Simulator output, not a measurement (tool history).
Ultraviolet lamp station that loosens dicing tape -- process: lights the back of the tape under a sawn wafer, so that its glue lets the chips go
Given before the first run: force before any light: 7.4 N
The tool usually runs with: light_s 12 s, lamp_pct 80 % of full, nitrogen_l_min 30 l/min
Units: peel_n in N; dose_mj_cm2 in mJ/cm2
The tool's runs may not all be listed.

run	hour	light_s	lamp_pct	nitrogen_l_min	peel_n	dose_mj_cm2
1	0.0	12	80	30	0.778	429
2	8.1	12	80	30	0.768	432
3	21.3	12	80	30	0.806	430
4	38.0	12	80	43	0.583	435
5	52.2	12	63	43	1.031	340
6	62.8	12	63	14	1.936	336
7	79.7	12	95	30	0.557	503
8	87.2	12	95	30	0.545	502
9	102.6	12	95	30	0.563	504
10	114.6	12	95	30	0.583	502
11	122.6	12	95	30	0.562	498
12	135.5	7	80	30	2.021	248
13	149.6	12	80	30	0.791	417
14	160.0	12	80	30	0.804	418
15	168.7	13	64	38	0.917	362
16	182.3	15	84	30	0.477	543
17	191.7	10	62	29	1.748	264
18	199.8	13	74	29	0.869	420
19	214.8	18	71	56	0.286	547
20	227.6	18	71	56	0.296	546
21	244.8	18	71	56	0.309	549
22	259.9	7	87	56	1.389	261
23	271.6	12	62	33	1.289	315
24	287.0	21	73	28	0.318	646
25	297.6	22	73	44	0.214	677
26	313.8	12	80	39	0.769	406
27	321.1	12	80	39	0.759	403
28	333.9	10	76	30	1.374	316

4 ways to go on from here, each from the tool as it stands after run 28. What would each give?
A	344.6	14	73	22	?	?
B	344.6	8	95	30	?	?
C	344.6	15	80	26	?	?
D	344.6	12	85	30	?	?

run	peel_n	dose_mj_cm2
A	0.982	427
B	1.395	320
C	0.671	500
D	0.784	425
Without the tool's hidden state the same runs would have given:
run	peel_n	dose_mj_cm2
A	0.730	496
B	1.078	371
C	0.481	581
D	0.570	494

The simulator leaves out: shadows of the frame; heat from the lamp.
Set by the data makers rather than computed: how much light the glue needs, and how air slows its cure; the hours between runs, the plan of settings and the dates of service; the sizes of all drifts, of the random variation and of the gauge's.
